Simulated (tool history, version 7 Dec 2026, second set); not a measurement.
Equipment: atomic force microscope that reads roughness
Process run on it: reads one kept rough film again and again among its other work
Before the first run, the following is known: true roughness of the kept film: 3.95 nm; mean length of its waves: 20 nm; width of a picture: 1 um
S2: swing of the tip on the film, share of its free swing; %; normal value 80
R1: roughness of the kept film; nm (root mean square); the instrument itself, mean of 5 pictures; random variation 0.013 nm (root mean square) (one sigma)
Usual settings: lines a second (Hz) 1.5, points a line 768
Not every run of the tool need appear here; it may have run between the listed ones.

run 1 hour=0 | lines_a_second_(Hz)=1.5 S2=80 points_a_line=768 | R1=3.117
run 2 hour=5.5 | lines_a_second_(Hz)=1.5 S2=80 points_a_line=282 | R1=2.977
run 3 hour=10.2 | lines_a_second_(Hz)=1.5 S2=80 points_a_line=768 | R1=2.992
run 4 hour=17.4 | lines_a_second_(Hz)=1.5 S2=79 points_a_line=768 | R1=2.943
run 5 hour=25 | lines_a_second_(Hz)=1.5 S2=72 points_a_line=768 | R1=2.917
run 6 hour=34.5 | lines_a_second_(Hz)=1.5 S2=72 points_a_line=768 | R1=2.823
run 7 hour=42.5 | lines_a_second_(Hz)=1.5 S2=72 points_a_line=768 | R1=2.787
run 8 hour=51.6 | lines_a_second_(Hz)=0.57 S2=80 points_a_line=768 | R1=2.74
run 9 hour=57.4 | lines_a_second_(Hz)=1.5 S2=76 points_a_line=768 | R1=2.62
run 10 hour=64.9 | lines_a_second_(Hz)=0.59 S2=80 points_a_line=768 | R1=2.626
run 11 hour=73.6 | lines_a_second_(Hz)=1.94 S2=80 points_a_line=768 | R1=2.453
run 12 hour=81.9 | lines_a_second_(Hz)=2.56 S2=80 points_a_line=768 | R1=2.318
run 13 hour=87 | lines_a_second_(Hz)=2.56 S2=80 points_a_line=768 | R1=2.313
run 14 hour=93.7 | lines_a_second_(Hz)=1.5 S2=80 points_a_line=768 | R1=2.347
run 15 hour=102.6 | lines_a_second_(Hz)=1.5 S2=80 points_a_line=768 | R1=2.294
run 16 hour=108.2 | lines_a_second_(Hz)=1.5 S2=80 points_a_line=722 | R1=2.261

Expected results for the next run?
run 17 hour=114 | lines_a_second_(Hz)=1.5 S2=80 points_a_line=722 | R1=?

Run 17 produced R1 2.228 nm (root mean square).
Were there no unlogged condition in the tool, this run, its random variation unchanged, would have produced R1 3.114 nm (root mean square).
